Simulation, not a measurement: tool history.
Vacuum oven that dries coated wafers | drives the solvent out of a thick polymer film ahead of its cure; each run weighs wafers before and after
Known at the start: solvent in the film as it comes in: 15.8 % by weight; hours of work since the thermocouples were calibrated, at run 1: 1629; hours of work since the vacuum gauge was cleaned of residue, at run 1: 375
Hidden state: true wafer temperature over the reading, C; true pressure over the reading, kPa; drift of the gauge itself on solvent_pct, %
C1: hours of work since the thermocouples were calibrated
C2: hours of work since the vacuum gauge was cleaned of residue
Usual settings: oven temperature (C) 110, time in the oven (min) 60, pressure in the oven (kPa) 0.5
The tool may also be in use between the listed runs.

{"run": 1, "hour": 0.0, "oven temperature (C)": 110, "time in the oven (min)": 60, "pressure in the oven (kPa)": 0.5, "C1": 1629, "C2": 375, "solvent left in the film (%)": 1.3}
{"run": 2, "hour": 15.4, "oven temperature (C)": 110, "time in the oven (min)": 60, "pressure in the oven (kPa)": 0.5, "C1": 1640, "C2": 386, "solvent left in the film (%)": 1.3}
{"run": 3, "hour": 32.4, "oven temperature (C)": 110, "time in the oven (min)": 60, "pressure in the oven (kPa)": 0.5, "C1": 1652, "C2": 398, "solvent left in the film (%)": 1.32}
{"run": 4, "hour": 45.6, "oven temperature (C)": 110, "time in the oven (min)": 60, "pressure in the oven (kPa)": 0.5, "C1": 1662, "C2": 407, "solvent left in the film (%)": 1.32}
{"run": 5, "hour": 61.3, "oven temperature (C)": 110, "time in the oven (min)": 60, "pressure in the oven (kPa)": 0.5, "C1": 1673, "C2": 418, "solvent left in the film (%)": 1.37}
{"run": 6, "hour": 81.1, "oven temperature (C)": 110, "time in the oven (min)": 60, "pressure in the oven (kPa)": 0.5, "C1": 1687, "C2": 432, "solvent left in the film (%)": 1.35}
{"run": 7, "hour": 100.9, "oven temperature (C)": 110, "time in the oven (min)": 60, "pressure in the oven (kPa)": 0.5, "C1": 1701, "C2": 446, "solvent left in the film (%)": 1.28}
{"run": 8, "hour": 112.6, "oven temperature (C)": 110, "time in the oven (min)": 60, "pressure in the oven (kPa)": 0.5, "C1": 1709, "C2": 455, "solvent left in the film (%)": 1.27}
{"run": 9, "hour": 132.4, "oven temperature (C)": 110, "time in the oven (min)": 60, "pressure in the oven (kPa)": 0.5, "C1": 1723, "C2": 469, "solvent left in the film (%)": 1.27}
{"run": 10, "hour": 148.0, "oven temperature (C)": 110, "time in the oven (min)": 60, "pressure in the oven (kPa)": 0.5, "C1": 1734, "C2": 480, "solvent left in the film (%)": 1.27}
{"run": 11, "hour": 159.4, "oven temperature (C)": 110, "time in the oven (min)": 60, "pressure in the oven (kPa)": 0.5, "C1": 1742, "C2": 488, "solvent left in the film (%)": 1.26}
{"run": 12, "hour": 173.0, "oven temperature (C)": 110, "time in the oven (min)": 60, "pressure in the oven (kPa)": 0.5, "C1": 1751, "C2": 497, "solvent left in the film (%)": 1.26}
{"run": 13, "hour": 187.8, "oven temperature (C)": 110, "time in the oven (min)": 34, "pressure in the oven (kPa)": 0.5, "C1": 1762, "C2": 508, "solvent left in the film (%)": 3.27}
{"run": 14, "hour": 201.2, "oven temperature (C)": 110, "time in the oven (min)": 60, "pressure in the oven (kPa)": 0.575, "C1": 1771, "C2": 517, "solvent left in the film (%)": 1.35}
{"run": 15, "hour": 215.6, "oven temperature (C)": 110, "time in the oven (min)": 60, "pressure in the oven (kPa)": 0.5, "C1": 1782, "C2": 527, "solvent left in the film (%)": 1.31}
{"hour": 219.1, "done": "oven's thermocouples calibrated"}
{"run": 16, "hour": 234.2, "oven temperature (C)": 110, "time in the oven (min)": 60, "pressure in the oven (kPa)": 0.5, "C1": 11, "C2": 539, "solvent left in the film (%)": 0.99}
{"run": 17, "hour": 246.3, "oven temperature (C)": 110, "time in the oven (min)": 60, "pressure in the oven (kPa)": 0.5, "C1": 19, "C2": 547, "solvent left in the film (%)": 1.06}
{"run": 18, "hour": 260.2, "oven temperature (C)": 110, "time in the oven (min)": 60, "pressure in the oven (kPa)": 0.5, "C1": 29, "C2": 557, "solvent left in the film (%)": 1.1}
{"run": 19, "hour": 270.3, "oven temperature (C)": 110, "time in the oven (min)": 60, "pressure in the oven (kPa)": 0.5, "C1": 36, "C2": 564, "solvent left in the film (%)": 1.08}
{"run": 20, "hour": 287.6, "oven temperature (C)": 110, "time in the oven (min)": 60, "pressure in the oven (kPa)": 0.5, "C1": 48, "C2": 577, "solvent left in the film (%)": 1.1}
{"hour": 296.8, "done": "oven's thermocouples calibrated, once more"}
{"run": 21, "hour": 301.6, "oven temperature (C)": 110, "time in the oven (min)": 60, "pressure in the oven (kPa)": 0.5, "C1": 3, "C2": 585, "solvent left in the film (%)": 1.73}
{"run": 22, "hour": 315.9, "oven temperature (C)": 110, "time in the oven (min)": 60, "pressure in the oven (kPa)": 0.5, "C1": 14, "C2": 595, "solvent left in the film (%)": 1.7}
{"run": 23, "hour": 324.4, "oven temperature (C)": 110, "time in the oven (min)": 60, "pressure in the oven (kPa)": 0.5, "C1": 19, "C2": 601, "solvent left in the film (%)": 1.69}
{"run": 24, "hour": 343.0, "oven temperature (C)": 112, "time in the oven (min)": 31, "pressure in the oven (kPa)": 0.5, "C1": 33, "C2": 614, "solvent left in the film (%)": 3.93}
{"run": 25, "hour": 353.7, "oven temperature (C)": 110, "time in the oven (min)": 51, "pressure in the oven (kPa)": 0.5, "C1": 40, "C2": 622, "solvent left in the film (%)": 2.22}
{"run": 26, "hour": 373.1, "oven temperature (C)": 110, "time in the oven (min)": 51, "pressure in the oven (kPa)": 0.5, "C1": 54, "C2": 636, "solvent left in the film (%)": 2.24}
{"run": 27, "hour": 382.0, "oven temperature (C)": 98, "time in the oven (min)": 42, "pressure in the oven (kPa)": 1.465, "C1": 60, "C2": 642, "solvent left in the film (%)": 6.02}
{"run": 28, "hour": 391.7, "oven temperature (C)": 98, "time in the oven (min)": 42, "pressure in the oven (kPa)": 1.465, "C1": 67, "C2": 649, "solvent left in the film (%)": 6.04}
{"run": 29, "hour": 409.3, "oven temperature (C)": 105, "time in the oven (min)": 39, "pressure in the oven (kPa)": 0.354, "C1": 79, "C2": 661, "solvent left in the film (%)": 4.25}
{"run": 30, "hour": 419.3, "oven temperature (C)": 105, "time in the oven (min)": 101, "pressure in the oven (kPa)": 0.354, "C1": 86, "C2": 668, "solvent left in the film (%)": 0.93}
{"run": 31, "hour": 431.0, "oven temperature (C)": 111, "time in the oven (min)": 81, "pressure in the oven (kPa)": 0.475, "C1": 95, "C2": 676, "solvent left in the film (%)": 0.84}
{"run": 32, "hour": 447.8, "oven temperature (C)": 115, "time in the oven (min)": 50, "pressure in the oven (kPa)": 0.475, "C1": 107, "C2": 688, "solvent left in the film (%)": 1.5}
{"run": 33, "hour": 457.1, "oven temperature (C)": 118, "time in the oven (min)": 58, "pressure in the oven (kPa)": 0.54, "C1": 113, "C2": 695, "solvent left in the film (%)": 0.8}
{"run": 34, "hour": 476.3, "oven temperature (C)": 118, "time in the oven (min)": 58, "pressure in the oven (kPa)": 0.54, "C1": 127, "C2": 708, "solvent left in the film (%)": 0.79}
{"run": 35, "hour": 486.3, "oven temperature (C)": 99, "time in the oven (min)": 79, "pressure in the oven (kPa)": 1.555, "C1": 134, "C2": 715, "solvent left in the film (%)": 3.26}
{"run": 36, "hour": 506.1, "oven temperature (C)": 97, "time in the oven (min)": 99, "pressure in the oven (kPa)": 0.587, "C1": 148, "C2": 729, "solvent left in the film (%)": 2.19}
{"run": 37, "hour": 516.9, "oven temperature (C)": 97, "time in the oven (min)": 99, "pressure in the oven (kPa)": 0.587, "C1": 155, "C2": 737, "solvent left in the film (%)": 2.22}
{"run": 38, "hour": 528.1, "oven temperature (C)": 104, "time in the oven (min)": 96, "pressure in the oven (kPa)": 0.432, "C1": 163, "C2": 745, "solvent left in the film (%)": 1.19}
{"run": 39, "hour": 541.1, "oven temperature (C)": 104, "time in the oven (min)": 96, "pressure in the oven (kPa)": 0.432, "C1": 172, "C2": 754, "solvent left in the film (%)": 1.15}
{"run": 40, "hour": 555.0, "oven temperature (C)": 104, "time in the oven (min)": 96, "pressure in the oven (kPa)": 0.432, "C1": 182, "C2": 764, "solvent left in the film (%)": 1.2}
{"run": 41, "hour": 574.3, "oven temperature (C)": 111, "time in the oven (min)": 75, "pressure in the oven (kPa)": 1.649, "C1": 196, "C2": 777, "solvent left in the film (%)": 1.46}
{"run": 42, "hour": 584.0, "oven temperature (C)": 121, "time in the oven (min)": 67, "pressure in the oven (kPa)": 1.377, "C1": 203, "C2": 784, "solvent left in the film (%)": 0.74}
{"run": 43, "hour": 592.7, "oven temperature (C)": 109, "time in the oven (min)": 98, "pressure in the oven (kPa)": 1.377, "C1": 209, "C2": 790, "solvent left in the film (%)": 1.17}
{"run": 44, "hour": 612.0, "oven temperature (C)": 100, "time in the oven (min)": 60, "pressure in the oven (kPa)": 0.5, "C1": 222, "C2": 804, "solvent left in the film (%)": 3.52}
{"run": 45, "hour": 630.5, "oven temperature (C)": 100, "time in the oven (min)": 60, "pressure in the oven (kPa)": 0.5, "C1": 235, "C2": 817, "solvent left in the film (%)": 3.57}
{"run": 46, "hour": 644.5, "oven temperature (C)": 114, "time in the oven (min)": 46, "pressure in the oven (kPa)": 0.5, "C1": 245, "C2": 827, "solvent left in the film (%)": 1.87}

3 ways to go on from here, each from the tool as it stands after run 46. What would each give?
{"run": "A", "hour": 656.3, "oven temperature (C)": 112, "time in the oven (min)": 80, "pressure in the oven (kPa)": 0.5, "C1": 254, "C2": 835, "solvent left in the film (%)": "?"}
{"run": "B", "hour": 656.3, "oven temperature (C)": 105, "time in the oven (min)": 88, "pressure in the oven (kPa)": 0.83, "C1": 254, "C2": 835, "solvent left in the film (%)": "?"}
{"run": "C", "hour": 656.3, "oven temperature (C)": 101, "time in the oven (min)": 101, "pressure in the oven (kPa)": 0.5, "C1": 254, "C2": 835, "solvent left in the film (%)": "?"}

run=A solvent_left_in_the_film_(%)=0.81
run=B solvent_left_in_the_film_(%)=1.48
run=C solvent_left_in_the_film_(%)=1.46
Without the tool's hidden state the same runs would have given:
run=A solvent_left_in_the_film_(%)=0.81
run=B solvent_left_in_the_film_(%)=1.5
run=C solvent_left_in_the_film_(%)=1.47
